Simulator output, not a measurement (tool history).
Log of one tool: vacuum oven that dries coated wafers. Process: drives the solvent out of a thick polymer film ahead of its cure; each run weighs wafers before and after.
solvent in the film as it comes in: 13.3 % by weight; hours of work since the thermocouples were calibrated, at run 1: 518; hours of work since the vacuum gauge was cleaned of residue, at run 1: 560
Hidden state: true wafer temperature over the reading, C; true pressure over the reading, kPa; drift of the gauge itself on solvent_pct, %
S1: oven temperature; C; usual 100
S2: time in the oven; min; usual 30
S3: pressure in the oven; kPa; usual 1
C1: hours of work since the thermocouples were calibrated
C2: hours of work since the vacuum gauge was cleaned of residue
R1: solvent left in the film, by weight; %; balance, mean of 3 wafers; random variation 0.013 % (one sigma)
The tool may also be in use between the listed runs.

Run 1, hour 0: usual settings; C1 518; C2 560. Result: R1 2.28 %.
Run 2, hour 14.8: usual settings but S1 113 C; C1 529; C2 571. Result: R1 0.48 %.
Run 3, hour 33.8: usual settings but S1 113 C; C1 544; C2 587. Result: R1 0.48 %.
Run 4, hour 49.2: usual settings but S1 113 C, S2 19 min; C1 557; C2 599. Result: R1 1 %.
Run 5, hour 76: usual settings; C1 578; C2 620. Result: R1 2.28 %.
Run 6, hour 99.3: usual settings; C1 596; C2 638. Result: R1 2.25 %.
Run 7, hour 112.2: usual settings; C1 606; C2 649. Result: R1 2.26 %.
Run 8, hour 124.6: usual settings; C1 616; C2 658. Result: R1 2.25 %.
Run 9, hour 140: usual settings but S2 39 min; C1 628; C2 671. Result: R1 1.52 %.
Run 10, hour 162.5: usual settings but S2 39 min; C1 646; C2 688. Result: R1 1.54 %.
Run 11, hour 178: usual settings but S1 109 C, S2 39 min; C1 659; C2 701. Result: R1 0.55 %.
Run 12, hour 194.4: usual settings but S1 109 C, S2 39 min; C1 671; C2 714. Result: R1 0.55 %.
Run 13, hour 210.6: usual settings but S1 109 C, S2 39 min; C1 684; C2 727. Result: R1 0.53 %.
Run 14, hour 226.9: usual settings but S1 109 C, S2 39 min; C1 697; C2 739. Result: R1 0.55 %.
Run 15, hour 243.2: usual settings; C1 710; C2 752. Result: R1 2.2 %.
At hour 267.6: oven's thermocouples calibrated.
Run 16, hour 268.9: usual settings; C1 1; C2 771. Result: R1 2.37 %.
Run 17, hour 290.1: usual settings; C1 18; C2 788. Result: R1 2.37 %.
Run 18, hour 310.5: usual settings; C1 34; C2 804. Result: R1 2.4 %.
Run 19, hour 337.1: usual settings; C1 55; C2 825. Result: R1 2.38 %.
Run 20, hour 348.9: usual settings but S1 102 C; C1 64; C2 834. Result: R1 1.93 %.
Run 21, hour 364.9: usual settings but S1 102 C; C1 77; C2 847. Result: R1 1.9 %.
Run 22, hour 380.3: usual settings but S1 102 C; C1 89; C2 859. Result: R1 1.92 %.
Run 23, hour 401.4: usual settings but S1 98 C; C1 106; C2 876. Result: R1 2.86 %.
Run 24, hour 416.9: usual settings but S1 98 C; C1 118; C2 888. Result: R1 2.84 %.
Run 25, hour 432.9: usual settings but S1 98 C; C1 131; C2 901. Result: R1 2.84 %.
Run 26, hour 447.8: usual settings but S2 23 min; C1 143; C2 913. Result: R1 3.24 %.
Run 27, hour 471.8: usual settings but S2 23 min; C1 162; C2 932. Result: R1 3.24 %.
Run 28, hour 488: usual settings but S2 23 min; C1 175; C2 945. Result: R1 3.24 %.
Run 29, hour 501.7: usual settings but S1 109 C; C1 185; C2 955. Result: R1 0.81 %.
Run 30, hour 521.8: usual settings but S1 109 C, S2 20 min, S3 2.12 kPa; C1 201; C2 971. Result: R1 1.93 %.
Run 31, hour 545.9: usual settings but S1 114 C, S2 20 min, S3 2.12 kPa; C1 220; C2 990. Result: R1 1.16 %.
Run 32, hour 570: usual settings but S1 114 C, S2 20 min, S3 2.12 kPa; C1 239; C2 1010. Result: R1 1.16 %.
Run 33, hour 587: usual settings but S1 111 C, S2 17 min, S3 2.73 kPa; C1 253; C2 1023. Result: R1 2.13 %.
Run 34, hour 603.6: usual settings but S2 33 min, S3 0.61 kPa; C1 266; C2 1036. Result: R1 1.84 %.
Run 35, hour 620.1: usual settings but S1 107 C, S2 41 min; C1 279; C2 1049. Result: R1 0.7 %.
Run 36, hour 642.7: usual settings but S1 107 C, S2 41 min; C1 297; C2 1067. Result: R1 0.68 %.
Run 37, hour 664.4: usual settings but S1 107 C, S2 41 min; C1 314; C2 1084. Result: R1 0.67 %.
Run 38, hour 679.5: usual settings but S1 106 C, S2 41 min, S3 1.28 kPa; C1 326; C2 1096. Result: R1 0.87 %.
Run 39, hour 693.7: usual settings but S1 95 C, S2 53 min, S3 1.73 kPa; C1 337; C2 1107. Result: R1 2.19 %.
Run 40, hour 713.8: usual settings but S1 95 C, S2 53 min, S3 1.73 kPa; C1 353; C2 1123. Result: R1 2.21 %.
Run 41, hour 734.2: usual settings but S1 104 C, S2 32 min, S3 0.71 kPa; C1 369; C2 1140. Result: R1 1.24 %.
Run 42, hour 756.9: usual settings but S2 51 min, S3 2.74 kPa; C1 387; C2 1158. Result: R1 1.87 %.
Run 43, hour 775: usual settings but S1 91 C, S3 2.16 kPa; C1 402; C2 1172. Result: R1 5.28 %.

5 ways to go on from here, each from the tool as it stands after run 43. What would each give?
Run A, hour 786.1: usual settings but S1 91 C, S2 15 min, S3 2.16 kPa; C1 411; C2 1181. Result: R1 ?.
Run B, hour 786.1: usual settings but S1 91 C, S2 38 min, S3 1.55 kPa; C1 411; C2 1181. Result: R1 ?.
Run C, hour 786.1: usual settings but S3 0.59 kPa; C1 411; C2 1181. Result: R1 ?.
Run D, hour 786.1: usual settings but S2 16 min, S3 2.49 kPa; C1 411; C2 1181. Result: R1 ?.
Run E, hour 786.1: usual settings but S1 91 C, S2 25 min, S3 0.93 kPa; C1 411; C2 1181. Result: R1 ?.

run    R1
  A  7.51
  B  4.14
  C  2.14
  D  4.97
  E   5.4
Without the tool's hidden state the same runs would have given:
run    R1
  A  7.61
  B  4.22
  C  2.19
  D  5.11
  E  5.51
